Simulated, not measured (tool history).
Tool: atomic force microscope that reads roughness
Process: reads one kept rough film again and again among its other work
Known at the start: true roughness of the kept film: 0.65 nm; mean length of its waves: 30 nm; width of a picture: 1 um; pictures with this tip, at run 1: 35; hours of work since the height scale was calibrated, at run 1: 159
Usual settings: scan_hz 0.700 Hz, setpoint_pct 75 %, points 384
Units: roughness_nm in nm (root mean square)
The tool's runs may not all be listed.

run,hour,scan_hz,setpoint_pct,points,pictures with this tip,hours of work since the height scale was calibrated,roughness_nm
1,0.0,0.700,75,384,35,159,0.599
2,10.9,0.700,75,384,49,164,0.594
3,20.1,0.700,75,384,61,167,0.598
4,28.3,0.700,75,384,71,171,0.594
5,35.8,0.700,75,384,81,174,0.596
6,42.8,0.700,75,384,90,177,0.586
# hour 46.7: new tip fitted
7,50.2,0.700,75,384,4,180,0.602
8,60.9,0.700,75,384,18,184,0.600
9,66.5,0.700,75,384,25,187,0.609
10,73.2,0.700,75,384,34,189,0.604
11,78.3,0.700,75,809,40,191,0.601
12,86.0,0.700,75,410,50,195,0.601
13,96.9,1.369,75,384,64,199,0.575
14,107.6,1.369,75,384,78,204,0.571
15,118.3,1.369,75,384,91,208,0.561
# hour 120.6: new tip fitted
16,129.7,1.369,75,384,11,213,0.580
17,138.4,1.369,75,384,22,216,0.582
18,144.2,1.369,75,384,30,219,0.577
19,153.8,0.633,75,859,42,223,0.611
20,160.9,2.343,88,257,51,226,0.488
21,165.7,0.685,75,384,57,228,0.604
22,175.8,0.685,75,384,70,232,0.596
23,184.5,0.685,75,384,81,235,0.591
24,193.9,0.685,75,384,93,239,0.588
# hour 195.1: new tip fitted
25,199.6,0.700,57,595,6,241,0.620
26,204.0,0.822,62,730,12,243,0.622
27,213.1,0.822,62,730,23,247,0.621
28,223.9,0.822,62,730,37,252,0.620
29,233.5,0.585,70,357,49,256,0.607
30,238.3,0.585,70,794,55,258,0.612
31,247.7,0.962,74,851,67,262,0.583

How the hidden state differs across the entries between the runs, from the last listed run before each to the first after it:
Between runs 6 and 7: new tip fitted (hour 46.7)
  radius of the tip, nm: 19 -> 6
  measured less the result without the state, roughness_nm: -0.022 -> -0.001 nm (root mean square)
Between runs 15 and 16: new tip fitted (hour 120.6)
  radius of the tip, nm: 19.6 -> 7.3
  measured less the result without the state, roughness_nm: -0.023 -> -0.003 nm (root mean square)
Between runs 24 and 25: new tip fitted (hour 195.1)
  radius of the tip, nm: 20 -> 6.2; height scale over the true one, %: 0.14 -> 0.15
  measured less the result without the state, roughness_nm: -0.024 -> -0.001 nm (root mean square)

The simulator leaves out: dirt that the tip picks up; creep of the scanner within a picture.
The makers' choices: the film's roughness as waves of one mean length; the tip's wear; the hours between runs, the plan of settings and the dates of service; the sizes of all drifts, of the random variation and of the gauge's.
